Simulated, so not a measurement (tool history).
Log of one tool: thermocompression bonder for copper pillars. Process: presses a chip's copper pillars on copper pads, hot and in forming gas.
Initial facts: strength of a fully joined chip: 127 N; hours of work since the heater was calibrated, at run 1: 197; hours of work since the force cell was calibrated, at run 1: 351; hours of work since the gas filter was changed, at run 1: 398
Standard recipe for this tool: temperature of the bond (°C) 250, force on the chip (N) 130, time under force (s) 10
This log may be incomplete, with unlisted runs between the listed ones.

run	hour	temperature of the bond (°C)	force on the chip (N)	time under force (s)	hours of work since the heater was calibrated	hours of work since the force cell was calibrated	hours of work since the gas filter was changed	force that shears a chip off (N)
1	0.0	250	130	10	197	351	398	67.1
2	15.3	250	130	10	205	360	407	65.0
3	30.5	250	130	10	213	368	415	66.0
4	44.9	250	130	10	221	376	423	65.2
5	56.9	250	130	10	228	383	430	65.7
6	75.7	250	130	10	238	393	440	66.3
7	94.0	250	130	10	248	403	450	64.8
8	105.6	250	130	10	254	409	456	63.7
9	121.3	250	130	10	263	418	465	64.9
10	130.9	250	130	11	268	423	470	66.1
11	149.8	250	130	11	279	433	481	66.5
# hour 159.6: forming gas filter changed
12	161.5	236	130	10	285	440	1	62.5
13	175.0	250	130	18	292	447	8	84.5
14	194.0	250	130	10	303	457	19	72.3
15	208.7	250	130	10	311	466	27	70.2
16	226.1	257	130	10	320	475	36	76.2
17	243.7	257	130	10	330	485	46	75.4
18	252.7	257	106	10	335	490	51	65.6
19	270.6	257	106	10	345	499	61	63.6
20	285.3	257	106	10	353	508	69	64.2
21	302.7	257	138	10	362	517	78	78.8
22	311.5	250	118	7	367	522	83	55.7
23	321.5	262	133	18	373	527	89	92.3
24	331.2	250	130	8	378	533	94	64.5
25	351.9	250	130	8	389	544	105	62.3
26	372.1	266	130	18	400	555	117	93.4
27	381.5	243	79	18	405	560	122	49.7
28	393.7	253	140	22	412	567	128	92.3
29	414.4	250	103	7	423	578	140	48.3
30	429.7	250	103	7	432	587	148	49.2
31	439.5	251	130	17	437	592	153	80.7
32	449.9	251	130	17	443	598	159	80.4
33	466.8	240	87	8	452	607	168	37.0
34	478.2	268	87	15	458	613	175	66.3
35	496.7	250	107	26	469	623	185	76.8
36	515.0	250	107	26	479	633	195	76.6
37	530.6	234	90	10	487	642	203	37.9
38	548.4	234	105	11	497	652	213	45.7
39	559.5	234	105	11	503	658	219	45.6

What if the next run were any one of these 4? Each begins from the tool's condition after run 39:
A	578.7	250	84	10	514	668	230	?
B	578.7	233	105	17	514	668	230	?
C	578.7	228	108	24	514	668	230	?
D	578.7	272	118	15	514	668	230	?

run	force that shears a chip off (N)
A	43.3
B	51.8
C	56.0
D	82.0
With the hidden condition removed and each run's random variation left untouched, the same runs would have given:
run	force that shears a chip off (N)
A	51.7
B	61.7
C	66.4
D	93.3

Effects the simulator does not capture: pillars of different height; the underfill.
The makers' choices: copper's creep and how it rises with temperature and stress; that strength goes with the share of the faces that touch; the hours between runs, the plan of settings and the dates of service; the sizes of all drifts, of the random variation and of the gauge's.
